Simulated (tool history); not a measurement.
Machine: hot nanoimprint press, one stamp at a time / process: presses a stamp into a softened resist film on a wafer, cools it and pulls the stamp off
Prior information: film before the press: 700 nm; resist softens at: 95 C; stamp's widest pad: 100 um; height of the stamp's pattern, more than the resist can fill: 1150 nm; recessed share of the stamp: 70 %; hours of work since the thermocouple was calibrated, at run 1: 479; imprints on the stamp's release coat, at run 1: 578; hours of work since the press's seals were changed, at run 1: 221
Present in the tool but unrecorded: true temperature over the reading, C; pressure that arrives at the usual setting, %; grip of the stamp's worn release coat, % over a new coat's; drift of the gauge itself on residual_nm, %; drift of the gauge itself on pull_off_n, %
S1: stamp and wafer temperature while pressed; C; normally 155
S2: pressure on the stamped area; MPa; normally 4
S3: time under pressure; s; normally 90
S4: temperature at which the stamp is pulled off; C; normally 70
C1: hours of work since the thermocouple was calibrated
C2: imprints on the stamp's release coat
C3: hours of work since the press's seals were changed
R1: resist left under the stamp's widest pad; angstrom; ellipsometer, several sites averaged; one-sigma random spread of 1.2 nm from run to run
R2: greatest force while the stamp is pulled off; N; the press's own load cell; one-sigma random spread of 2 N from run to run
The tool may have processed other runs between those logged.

{"run": 1, "hour": 0.0, "S1": 155, "S2": 4, "S3": 90, "S4": 70, "C1": 479, "C2": 578, "C3": 221, "R1": 4178, "R2": 200}
{"hour": 14.4, "done": "stamp cleaned and given a new release coat"}
{"hour": 31.4, "done": "plate thermocouple calibrated"}
{"run": 2, "hour": 75.3, "S1": 155, "S2": 4, "S3": 156, "S4": 70, "C1": 33, "C2": 203, "C3": 271, "R1": 3472, "R2": 202}
{"run": 3, "hour": 155.4, "S1": 155, "S2": 4, "S3": 156, "S4": 70, "C1": 93, "C2": 482, "C3": 331, "R1": 3455, "R2": 203}
{"hour": 200.1, "done": "stamp cleaned and given a new release coat"}
{"run": 4, "hour": 250.0, "S1": 155, "S2": 4, "S3": 156, "S4": 70, "C1": 160, "C2": 174, "C3": 398, "R1": 3445, "R2": 200}
{"run": 5, "hour": 307.7, "S1": 155, "S2": 4, "S3": 156, "S4": 70, "C1": 203, "C2": 375, "C3": 441, "R1": 3467, "R2": 203}
{"hour": 378.7, "done": "stamp cleaned and given a new release coat"}
{"run": 6, "hour": 383.3, "S1": 155, "S2": 4, "S3": 156, "S4": 70, "C1": 255, "C2": 16, "C3": 493, "R1": 3467, "R2": 202}
{"run": 7, "hour": 426.3, "S1": 155, "S2": 4, "S3": 156, "S4": 70, "C1": 288, "C2": 166, "C3": 526, "R1": 3464, "R2": 203}
{"run": 8, "hour": 501.1, "S1": 155, "S2": 4, "S3": 90, "S4": 76, "C1": 344, "C2": 427, "C3": 582, "R1": 4179, "R2": 197}
{"hour": 559.8, "done": "stamp cleaned and given a new release coat"}
{"run": 9, "hour": 566.7, "S1": 155, "S2": 4, "S3": 90, "S4": 59, "C1": 389, "C2": 24, "C3": 627, "R1": 4185, "R2": 221}
{"run": 10, "hour": 607.9, "S1": 155, "S2": 4, "S3": 90, "S4": 59, "C1": 419, "C2": 168, "C3": 658, "R1": 4173, "R2": 223}
{"run": 11, "hour": 647.2, "S1": 146, "S2": 5.2, "S3": 80, "S4": 59, "C1": 449, "C2": 305, "C3": 687, "R1": 5016, "R2": 220}
{"hour": 676.7, "done": "press's hydraulic seals changed and the load cell set to zero"}
{"hour": 722.5, "done": "plate thermocouple calibrated"}
{"hour": 750.2, "done": "stamp cleaned and given a new release coat"}
{"run": 12, "hour": 750.2, "S1": 146, "S2": 5.2, "S3": 97, "S4": 69, "C1": 16, "C2": 0, "C3": 48, "R1": 4770, "R2": 203}
{"run": 13, "hour": 826.8, "S1": 152, "S2": 5.25, "S3": 122, "S4": 77, "C1": 74, "C2": 267, "C3": 106, "R1": 3747, "R2": 190}
{"run": 14, "hour": 912.0, "S1": 152, "S2": 5.25, "S3": 122, "S4": 77, "C1": 138, "C2": 565, "C3": 170, "R1": 3719, "R2": 194}
{"hour": 930.0, "done": "stamp cleaned and given a new release coat"}
{"run": 15, "hour": 1005.1, "S1": 162, "S2": 4.88, "S3": 76, "S4": 59, "C1": 203, "C2": 262, "C3": 235, "R1": 3355, "R2": 223}
{"run": 16, "hour": 1046.4, "S1": 162, "S2": 6.28, "S3": 76, "S4": 74, "C1": 234, "C2": 406, "C3": 266, "R1": 3019, "R2": 195}

What if the next run were any one of these 4? Each begins from the tool's condition after run 16:
{"run": "A", "hour": 1099.5, "S1": 162, "S2": 6.28, "S3": 76, "S4": 64, "C1": 274, "C2": 592, "C3": 306, "R1": "?", "R2": "?"}
{"run": "B", "hour": 1099.5, "S1": 155, "S2": 4, "S3": 85, "S4": 70, "C1": 274, "C2": 592, "C3": 306, "R1": "?", "R2": "?"}
{"run": "C", "hour": 1099.5, "S1": 162, "S2": 5.47, "S3": 76, "S4": 74, "C1": 274, "C2": 592, "C3": 306, "R1": "?", "R2": "?"}
{"run": "D", "hour": 1099.5, "S1": 162, "S2": 6.28, "S3": 136, "S4": 60, "C1": 274, "C2": 592, "C3": 306, "R1": "?", "R2": "?"}

run=A R1=3027 R2=214
run=B R1=4241 R2=201
run=C R1=3203 R2=195
run=D R1=2380 R2=225
With the hidden condition removed and each run's random variation left untouched, the same runs would have given:
run=A R1=3026 R2=213
run=B R1=4239 R2=200
run=C R1=3201 R2=194
run=D R1=2378 R2=224

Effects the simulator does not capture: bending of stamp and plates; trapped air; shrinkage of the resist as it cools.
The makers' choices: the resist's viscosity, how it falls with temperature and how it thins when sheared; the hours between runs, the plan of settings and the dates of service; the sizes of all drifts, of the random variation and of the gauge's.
